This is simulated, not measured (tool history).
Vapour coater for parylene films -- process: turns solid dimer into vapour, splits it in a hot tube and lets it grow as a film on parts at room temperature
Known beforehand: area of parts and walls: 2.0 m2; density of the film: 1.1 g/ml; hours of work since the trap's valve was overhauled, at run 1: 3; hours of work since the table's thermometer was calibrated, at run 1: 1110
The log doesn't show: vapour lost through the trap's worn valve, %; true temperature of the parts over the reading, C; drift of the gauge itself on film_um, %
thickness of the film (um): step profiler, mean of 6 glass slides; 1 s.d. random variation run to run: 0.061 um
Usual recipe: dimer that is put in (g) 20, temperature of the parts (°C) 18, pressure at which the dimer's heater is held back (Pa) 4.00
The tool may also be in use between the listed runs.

run    hour  dimer that is put in (g)  temperature of the parts (°C)  pressure at which the dimer's heater is held back (Pa)  hours of work since the trap's valve was overhauled  hours of work since the table's thermometer was calibrated  thickness of the film (um)
  1     0.0                        20                             18                                                    4.00                                                    3                                                        1110                        7.32
  2    49.0                        20                             18                                                    4.00                                                   27                                                        1133                        7.34
  3   106.4                        20                             18                                                    4.00                                                   54                                                        1160                        7.20
  4   131.5                        20                             18                                                    4.00                                                   65                                                        1172                        7.23
  5   171.1                        20                             18                                                    4.00                                                   84                                                        1191                        7.23
  6   197.3                        20                             18                                                    4.00                                                   96                                                        1203                        7.28
  7   246.0                        20                             18                                                    4.00                                                  119                                                        1226                        7.36
  8   287.0                        20                             18                                                    4.00                                                  139                                                        1245                        7.36
  9   329.5                        20                             18                                                    4.93                                                  159                                                        1265                        7.05
 10   354.2                        23                             18                                                    4.00                                                  170                                                        1277                        8.24
 11   389.3                        23                             18                                                    4.00                                                  187                                                        1294                        8.35
 12   417.7                        23                             18                                                    4.00                                                  200                                                        1307                        8.37
 13   475.9                        23                             18                                                    5.93                                                  228                                                        1334                        7.84
 14   534.6                        23                             18                                                    5.93                                                  256                                                        1362                        7.90
 15   560.8                         9                             18                                                    4.00                                                  268                                                        1375                        3.16
 16   589.6                         9                             18                                                    4.00                                                  282                                                        1388                        3.21
 17   646.6                        20                             18                                                    4.00                                                  308                                                        1415                        7.21
      703.5  -- trap's valve overhauled
 18   703.5                        20                             18                                                    4.00                                                    0                                                        1440                        7.25
 19   736.6                        20                             11                                                    4.00                                                   16                                                        1456                        8.52
 20   782.0                        11                             18                                                    4.00                                                   37                                                        1477                        4.02
 21   837.4                        11                             18                                                    4.00                                                   63                                                        1503                        4.03
 22   896.3                        20                             18                                                    4.00                                                   91                                                        1531                        7.20
 23   948.0                        20                             18                                                    4.00                                                  115                                                        1555                        7.35
 24   993.2                        26                             11                                                    2.08                                                  137                                                        1577                       11.45
 25  1022.5                        26                             11                                                    2.08                                                  150                                                        1590                       11.53
 26  1068.2                        26                             11                                                    2.08                                                  172                                                        1612                       11.66
 27  1095.1                        20                             12                                                    4.00                                                  185                                                        1625                        8.24
 28  1140.7                        20                             12                                                    4.00                                                  206                                                        1646                        8.24
 29  1195.1                        20                             12                                                    4.00                                                  232                                                        1672                        8.21
 30  1223.5                        20                             14                                                    4.00                                                  245                                                        1685                        7.95
 31  1248.3                        30                             18                                                    5.22                                                  257                                                        1697                       10.49
 32  1301.6                        30                             18                                                    5.22                                                  282                                                        1722                       10.41
 33  1325.7                        22                             18                                                    2.40                                                  293                                                        1733                        8.43
 34  1375.7                        22                             18                                                    2.40                                                  317                                                        1757                        8.53
     1418.6  -- trap's valve overhauled
 35  1431.2                        19                             23                                                    2.15                                                    6                                                        1781                        6.67
 36  1472.1                        24                             20                                                    2.55                                                   25                                                        1801                        8.72
 37  1527.4                        24                             20                                                    2.55                                                   51                                                        1827                        8.86
 38  1568.1                        13                             20                                                    3.12                                                   71                                                        1846                        4.67
 39  1617.8                        16                             18                                                    3.36                                                   94                                                        1869                        5.90
 40  1666.4                        16                             18                                                    3.36                                                  117                                                        1892                        5.98
 41  1692.2                        20                             11                                                    4.00                                                  129                                                        1904                        8.46
 42  1722.2                        14                             18                                                    3.73                                                  143                                                        1919                        5.08
 43  1751.3                        22                             11                                                    5.10                                                  157                                                        1932                        9.05
     1763.9  -- table's thermometer calibrated
 44  1794.8                        26                             14                                                    7.78                                                  177                                                          15                        9.48
 45  1839.4                        24                             17                                                    5.46                                                  198                                                          36                        8.45
 46  1868.2                        24                             17                                                    5.46                                                  212                                                          49                        8.44

Branching from run 46: 3 alternative next runs. What would each branch give?
  A  1920.9                        32                             15                                                    4.00                                                  236                                                          74                           ?
  B  1920.9                         9                             17                                                    6.95                                                  236                                                          74                           ?
  C  1920.9                        32                             13                                                    6.76                                                  236                                                          74                           ?

run  thickness of the film (um)
  A                       12.40
  B                        3.12
  C                       12.05
Had the tool no hidden state, the same runs would have come out as:
run  thickness of the film (um)
  A                       12.47
  B                        3.14
  C                       12.12
